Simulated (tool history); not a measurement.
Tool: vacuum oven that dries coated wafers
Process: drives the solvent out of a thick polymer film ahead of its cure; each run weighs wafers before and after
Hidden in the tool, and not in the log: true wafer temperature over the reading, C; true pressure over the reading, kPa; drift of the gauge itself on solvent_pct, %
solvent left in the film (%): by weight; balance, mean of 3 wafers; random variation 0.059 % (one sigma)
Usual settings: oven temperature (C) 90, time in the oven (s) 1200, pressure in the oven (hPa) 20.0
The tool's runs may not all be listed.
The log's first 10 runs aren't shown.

run	day	oven temperature (C)	time in the oven (s)	pressure in the oven (hPa)	hours of work since the thermocouples were calibrated	hours of work since the vacuum gauge was cleaned of residue	solvent left in the film (%)
11	16.288	94	1200	20.0	775	1403	3.67
12	17.317	90	1200	20.0	790	1418	4.51
13	18.479	90	1200	20.0	807	1434	4.53
14	19.983	90	1200	20.0	829	1456	4.71
15	20.958	90	1200	20.0	843	1470	4.56
16	22.421	81	1200	20.0	864	1491	7.48
17	23.588	81	1200	20.0	881	1508	7.48
18	25.000	90	1200	20.0	901	1529	4.65
19	26.079	90	1200	20.0	917	1544	4.70
20	28.208	77	1200	20.0	947	1575	9.09
21	29.429	77	900	20.0	965	1592	10.21
22	30.992	90	1200	20.0	988	1615	4.67
23	32.300	90	1320	20.0	1007	1634	4.36
24	34.533	90	1320	20.0	1039	1666	4.52
25	36.758	100	840	20.0	1071	1698	3.28
26	37.900	93	1200	39.2	1087	1715	6.88
27	39.167	93	1200	39.2	1106	1733	6.97

The next listed run, before its measurement:
28	40.650	93	1080	20.0	1127	1755	?

{"run 28": {"solvent left in the film (%)": 4.28}}
Without the tool's hidden state the same run would have given solvent left in the film (%) 3.61.

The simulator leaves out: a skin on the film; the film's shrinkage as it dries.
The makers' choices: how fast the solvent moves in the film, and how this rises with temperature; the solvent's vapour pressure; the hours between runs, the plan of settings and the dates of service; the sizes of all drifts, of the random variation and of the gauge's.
